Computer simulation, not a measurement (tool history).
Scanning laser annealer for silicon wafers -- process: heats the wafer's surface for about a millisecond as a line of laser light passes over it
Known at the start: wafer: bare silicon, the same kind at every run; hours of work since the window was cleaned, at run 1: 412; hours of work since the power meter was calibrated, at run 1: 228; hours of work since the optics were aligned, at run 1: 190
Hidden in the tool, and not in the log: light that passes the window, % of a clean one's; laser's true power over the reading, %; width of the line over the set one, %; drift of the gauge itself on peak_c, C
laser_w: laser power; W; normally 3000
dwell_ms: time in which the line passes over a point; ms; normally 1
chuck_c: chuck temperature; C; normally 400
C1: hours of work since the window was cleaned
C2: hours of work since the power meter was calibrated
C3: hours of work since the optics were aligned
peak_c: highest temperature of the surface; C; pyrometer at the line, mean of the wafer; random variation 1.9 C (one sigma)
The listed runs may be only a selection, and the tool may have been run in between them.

run 1 hour=0 | laser_w=3000 dwell_ms=1 chuck_c=400 | C1=412 C2=228 C3=190 | peak_c=1171
run 2 hour=30.2 | laser_w=3000 dwell_ms=1 chuck_c=400 | C1=426 C2=243 C3=205 | peak_c=1168
run 3 hour=58.5 | laser_w=3000 dwell_ms=1 chuck_c=400 | C1=440 C2=257 C3=218 | peak_c=1170
run 4 hour=81.9 | laser_w=2592 dwell_ms=1 chuck_c=400 | C1=451 C2=268 C3=230 | peak_c=1053
run 5 hour=109.5 | laser_w=2592 dwell_ms=1 chuck_c=400 | C1=465 C2=282 C3=243 | peak_c=1051
run 6 hour=128.1 | laser_w=2592 dwell_ms=1 chuck_c=400 | C1=474 C2=291 C3=252 | peak_c=1051
run 7 hour=159.5 | laser_w=3000 dwell_ms=0.79 chuck_c=400 | C1=489 C2=306 C3=267 | peak_c=1066
-- hour=179.7 window over the wafer cleaned
run 8 hour=198.9 | laser_w=3000 dwell_ms=0.79 chuck_c=400 | C1=9 C2=324 C3=285 | peak_c=1099
run 9 hour=231.7 | laser_w=3000 dwell_ms=1 chuck_c=400 | C1=25 C2=340 C3=301 | peak_c=1193
run 10 hour=270.4 | laser_w=3000 dwell_ms=1 chuck_c=400 | C1=44 C2=359 C3=320 | peak_c=1187
run 11 hour=287.9 | laser_w=2736 dwell_ms=1 chuck_c=400 | C1=52 C2=367 C3=328 | peak_c=1112
run 12 hour=315.9 | laser_w=2736 dwell_ms=1 chuck_c=360 | C1=66 C2=381 C3=342 | peak_c=1071
run 13 hour=347.4 | laser_w=3000 dwell_ms=1 chuck_c=380 | C1=81 C2=396 C3=357 | peak_c=1170
run 14 hour=386.4 | laser_w=3000 dwell_ms=1 chuck_c=380 | C1=100 C2=415 C3=376 | peak_c=1161
run 15 hour=426 | laser_w=3000 dwell_ms=1 chuck_c=400 | C1=119 C2=434 C3=395 | peak_c=1181
run 16 hour=446.9 | laser_w=3000 dwell_ms=1 chuck_c=400 | C1=129 C2=444 C3=406 | peak_c=1180
run 17 hour=469.3 | laser_w=3000 dwell_ms=1 chuck_c=400 | C1=140 C2=455 C3=416 | peak_c=1184
run 18 hour=487.4 | laser_w=3000 dwell_ms=1 chuck_c=400 | C1=149 C2=464 C3=425 | peak_c=1183
run 19 hour=522.5 | laser_w=3000 dwell_ms=1 chuck_c=400 | C1=166 C2=481 C3=442 | peak_c=1183
run 20 hour=542.1 | laser_w=3000 dwell_ms=1 chuck_c=400 | C1=176 C2=490 C3=452 | peak_c=1179
run 21 hour=564.8 | laser_w=3000 dwell_ms=1 chuck_c=400 | C1=187 C2=501 C3=463 | peak_c=1181
run 22 hour=582.7 | laser_w=2583 dwell_ms=1.11 chuck_c=386 | C1=195 C2=510 C3=471 | peak_c=1083
run 23 hour=612.8 | laser_w=2583 dwell_ms=1.11 chuck_c=386 | C1=210 C2=524 C3=486 | peak_c=1085
run 24 hour=649.9 | laser_w=3206 dwell_ms=0.75 chuck_c=367 | C1=228 C2=542 C3=504 | peak_c=1081
run 25 hour=676.6 | laser_w=3000 dwell_ms=1.05 chuck_c=432 | C1=241 C2=555 C3=517 | peak_c=1230
run 26 hour=708 | laser_w=2959 dwell_ms=1 chuck_c=374 | C1=256 C2=570 C3=532 | peak_c=1136
run 27 hour=741.9 | laser_w=2976 dwell_ms=1.11 chuck_c=428 | C1=272 C2=587 C3=548 | peak_c=1242
run 28 hour=768.8 | laser_w=3013 dwell_ms=1.1 chuck_c=375 | C1=285 C2=600 C3=561 | peak_c=1197
run 29 hour=809.6 | laser_w=3013 dwell_ms=1.1 chuck_c=375 | C1=305 C2=620 C3=581 | peak_c=1191
run 30 hour=826.4 | laser_w=2785 dwell_ms=0.77 chuck_c=380 | C1=313 C2=628 C3=589 | peak_c=993
run 31 hour=860.2 | laser_w=2785 dwell_ms=0.77 chuck_c=380 | C1=330 C2=644 C3=606 | peak_c=991
run 32 hour=888.4 | laser_w=3085 dwell_ms=0.77 chuck_c=397 | C1=343 C2=658 C3=619 | peak_c=1083
run 33 hour=929.3 | laser_w=3000 dwell_ms=1.18 chuck_c=393 | C1=363 C2=678 C3=639 | peak_c=1234
run 34 hour=949 | laser_w=3000 dwell_ms=0.93 chuck_c=360 | C1=373 C2=687 C3=649 | peak_c=1101
run 35 hour=971.1 | laser_w=3000 dwell_ms=0.99 chuck_c=426 | C1=383 C2=698 C3=659 | peak_c=1191
run 36 hour=1005.4 | laser_w=3000 dwell_ms=0.99 chuck_c=426 | C1=400 C2=715 C3=676 | peak_c=1187
run 37 hour=1023.8 | laser_w=2737 dwell_ms=1.13 chuck_c=423 | C1=409 C2=723 C3=685 | peak_c=1161
run 38 hour=1050.1 | laser_w=3192 dwell_ms=1 chuck_c=422 | C1=422 C2=736 C3=698 | peak_c=1241
run 39 hour=1089.1 | laser_w=3000 dwell_ms=0.91 chuck_c=433 | C1=441 C2=755 C3=717 | peak_c=1162
run 40 hour=1120.3 | laser_w=3127 dwell_ms=0.91 chuck_c=433 | C1=456 C2=770 C3=732 | peak_c=1189

Describe how what the log doesn't record of the tool's condition differs between the last listed run preceding each entry between runs and the first listed run following it.
Run 7 -> run 8: window over the wafer cleaned (hour 179.7)
  light that passes the window, % of a clean one's: 96.74 -> 99.81; laser's true power over the reading, %: 0.33 -> 0.34; width of the line over the set one, %: 0.7 -> 0.74
  measured value less the no-hidden-state value, peak_c: -25 -> -2 C
